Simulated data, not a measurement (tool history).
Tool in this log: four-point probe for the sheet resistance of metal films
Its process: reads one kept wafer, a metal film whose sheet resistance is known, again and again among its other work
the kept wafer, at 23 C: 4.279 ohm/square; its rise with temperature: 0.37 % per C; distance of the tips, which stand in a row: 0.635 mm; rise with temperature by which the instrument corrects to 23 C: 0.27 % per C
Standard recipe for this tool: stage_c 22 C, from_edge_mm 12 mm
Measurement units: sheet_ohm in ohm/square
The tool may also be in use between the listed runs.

run	hour	stage_c	from_edge_mm	sheet_ohm
1	0	22	12	4.312653
2	67.4	22	12	4.310974
3	152.6	22	12	4.311534
4	218.8	22	12	4.310488
5	277.8	22	12	4.310081
6	354.6	22	12	4.308996
7	445.7	27	12	4.327906
8	506.5	33	12	4.351499
9	606	33	12	4.349287
10	723.3	30	19	4.33395
11	818.2	30	35	4.332543
12	886.9	30	35	4.333205

Run 13 has not been measured yet. What should we expect?
13	958	22	7	?

{"run 13": {"sheet_ohm": 4.320567}}
Had the tool carried no hidden state, the very same run would have given sheet_ohm 4.295336 ohm/square.
